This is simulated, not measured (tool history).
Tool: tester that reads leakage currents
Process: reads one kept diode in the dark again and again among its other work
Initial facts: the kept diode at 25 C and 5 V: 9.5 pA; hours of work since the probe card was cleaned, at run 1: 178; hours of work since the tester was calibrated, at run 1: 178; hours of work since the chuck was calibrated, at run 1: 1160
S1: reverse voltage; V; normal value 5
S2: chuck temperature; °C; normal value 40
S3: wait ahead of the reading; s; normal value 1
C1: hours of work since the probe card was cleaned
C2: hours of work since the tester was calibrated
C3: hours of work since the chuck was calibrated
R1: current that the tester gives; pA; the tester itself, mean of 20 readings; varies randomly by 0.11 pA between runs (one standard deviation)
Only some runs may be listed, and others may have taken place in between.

{"run": 1, "day": 0.0, "S1": 5, "S2": 40, "S3": 1, "C1": 178, "C2": 178, "C3": 1160, "R1": 35.38}
{"run": 2, "day": 0.888, "S1": 5, "S2": 40, "S3": 1, "C1": 190, "C2": 190, "C3": 1172, "R1": 35.45}
{"run": 3, "day": 2.362, "S1": 5, "S2": 40, "S3": 1, "C1": 210, "C2": 210, "C3": 1192, "R1": 35.5}
{"run": 4, "day": 3.862, "S1": 5, "S2": 40, "S3": 1, "C1": 230, "C2": 230, "C3": 1212, "R1": 35.67}
{"run": 5, "day": 4.821, "S1": 5, "S2": 40, "S3": 1, "C1": 243, "C2": 243, "C3": 1225, "R1": 35.67}
{"run": 6, "day": 6.55, "S1": 5, "S2": 21, "S3": 1, "C1": 267, "C2": 267, "C3": 1248, "R1": 9.17}
{"run": 7, "day": 8.038, "S1": 5, "S2": 21, "S3": 1, "C1": 287, "C2": 287, "C3": 1269, "R1": 9.28}
{"run": 8, "day": 8.812, "S1": 1.43, "S2": 40, "S3": 1, "C1": 297, "C2": 297, "C3": 1279, "R1": 18.71}
{"run": 9, "day": 10.575, "S1": 1.43, "S2": 40, "S3": 1, "C1": 321, "C2": 321, "C3": 1303, "R1": 18.82}
{"run": 10, "day": 12.429, "S1": 8.79, "S2": 40, "S3": 1, "C1": 346, "C2": 346, "C3": 1328, "R1": 48.9}
{"run": 11, "day": 13.392, "S1": 8.79, "S2": 40, "S3": 1, "C1": 359, "C2": 359, "C3": 1341, "R1": 48.8}
{"run": 12, "day": 14.475, "S1": 8.79, "S2": 40, "S3": 1, "C1": 374, "C2": 374, "C3": 1356, "R1": 48.93}
{"run": 13, "day": 16.075, "S1": 8.79, "S2": 40, "S3": 1, "C1": 395, "C2": 395, "C3": 1377, "R1": 49.01}
{"run": 14, "day": 17.838, "S1": 8.79, "S2": 40, "S3": 1, "C1": 419, "C2": 419, "C3": 1401, "R1": 49.16}
{"run": 15, "day": 18.904, "S1": 8.79, "S2": 40, "S3": 1, "C1": 434, "C2": 434, "C3": 1415, "R1": 49.37}
{"run": 16, "day": 20.258, "S1": 8.79, "S2": 40, "S3": 1, "C1": 452, "C2": 452, "C3": 1434, "R1": 49.78}
{"run": 17, "day": 21.662, "S1": 5, "S2": 40, "S3": 0.49, "C1": 471, "C2": 471, "C3": 1453, "R1": 37.78}
{"run": 18, "day": 23.096, "S1": 5, "S2": 40, "S3": 1, "C1": 490, "C2": 490, "C3": 1472, "R1": 36.83}
{"run": 19, "day": 24.267, "S1": 5, "S2": 40, "S3": 1, "C1": 506, "C2": 506, "C3": 1488, "R1": 36.94}
{"run": 20, "day": 26.029, "S1": 5, "S2": 41, "S3": 1, "C1": 530, "C2": 530, "C3": 1512, "R1": 39.51}
{"run": 21, "day": 27.654, "S1": 1.47, "S2": 40, "S3": 0.72, "C1": 552, "C2": 552, "C3": 1534, "R1": 19.48}
{"run": 22, "day": 28.7, "S1": 1.47, "S2": 40, "S3": 0.72, "C1": 566, "C2": 566, "C3": 1548, "R1": 19.7}
{"run": 23, "day": 30.371, "S1": 1.03, "S2": 40, "S3": 1, "C1": 589, "C2": 589, "C3": 1571, "R1": 16.3}
{"run": 24, "day": 31.446, "S1": 1.52, "S2": 40, "S3": 1, "C1": 603, "C2": 603, "C3": 1585, "R1": 19.89}
{"run": 25, "day": 32.804, "S1": 5, "S2": 36, "S3": 1.38, "C1": 622, "C2": 622, "C3": 1603, "R1": 27.95}
{"day": 33.067, "done": "probe card cleaned and baked"}
{"run": 26, "day": 34.596, "S1": 5, "S2": 28, "S3": 3.34, "C1": 21, "C2": 644, "C3": 1626, "R1": 16.16}
{"run": 27, "day": 35.896, "S1": 13.26, "S2": 40, "S3": 4.24, "C1": 38, "C2": 662, "C3": 1644, "R1": 63.43}
{"day": 36.967, "done": "chuck's temperature calibrated"}
{"run": 28, "day": 37.671, "S1": 13.26, "S2": 40, "S3": 4.24, "C1": 61, "C2": 685, "C3": 9, "R1": 59.26}
{"run": 29, "day": 38.871, "S1": 5.52, "S2": 40, "S3": 8.48, "C1": 77, "C2": 701, "C3": 26, "R1": 36.43}
{"run": 30, "day": 40.079, "S1": 5.52, "S2": 40, "S3": 8.48, "C1": 94, "C2": 717, "C3": 42, "R1": 36.44}
{"run": 31, "day": 41.721, "S1": 3.48, "S2": 32, "S3": 3.32, "C1": 116, "C2": 739, "C3": 64, "R1": 16.29}
{"day": 42.104, "done": "probe card cleaned and baked, once more"}
{"run": 32, "day": 43.65, "S1": 1.66, "S2": 40, "S3": 3.85, "C1": 21, "C2": 764, "C3": 89, "R1": 18.64}
{"run": 33, "day": 44.762, "S1": 1.88, "S2": 35, "S3": 1, "C1": 36, "C2": 779, "C3": 104, "R1": 13.9}
{"run": 34, "day": 46.125, "S1": 1.88, "S2": 35, "S3": 1.71, "C1": 54, "C2": 797, "C3": 122, "R1": 13.85}
{"run": 35, "day": 47.717, "S1": 1.88, "S2": 38, "S3": 1.71, "C1": 76, "C2": 819, "C3": 144, "R1": 17.47}
{"run": 36, "day": 49.262, "S1": 1.88, "S2": 38, "S3": 1.71, "C1": 97, "C2": 840, "C3": 165, "R1": 17.38}
{"run": 37, "day": 50.892, "S1": 3.82, "S2": 27, "S3": 2.09, "C1": 119, "C2": 862, "C3": 187, "R1": 10.95}
{"run": 38, "day": 52.2, "S1": 6.32, "S2": 27, "S3": 3.45, "C1": 137, "C2": 879, "C3": 204, "R1": 14.23}
{"run": 39, "day": 53.858, "S1": 6.32, "S2": 27, "S3": 3.45, "C1": 159, "C2": 902, "C3": 227, "R1": 14.09}

Below are 3 alternative next runs, each starting from the tool's condition after run 39. Predict each:
{"run": "A", "day": 55.546, "S1": 3.06, "S2": 48, "S3": 4.45, "C1": 182, "C2": 925, "C3": 250, "R1": "?"}
{"run": "B", "day": 55.546, "S1": 5, "S2": 54, "S3": 6.71, "C1": 182, "C2": 925, "C3": 250, "R1": "?"}
{"run": "C", "day": 55.546, "S1": 2.47, "S2": 47, "S3": 2.01, "C1": 182, "C2": 925, "C3": 250, "R1": "?"}

run=A R1=46.63
run=B R1=91.09
run=C R1=38.83
Had the tool no hidden state, the same runs would have come out as:
run=A R1=44.6
run=B R1=87.3
run=C R1=37.14

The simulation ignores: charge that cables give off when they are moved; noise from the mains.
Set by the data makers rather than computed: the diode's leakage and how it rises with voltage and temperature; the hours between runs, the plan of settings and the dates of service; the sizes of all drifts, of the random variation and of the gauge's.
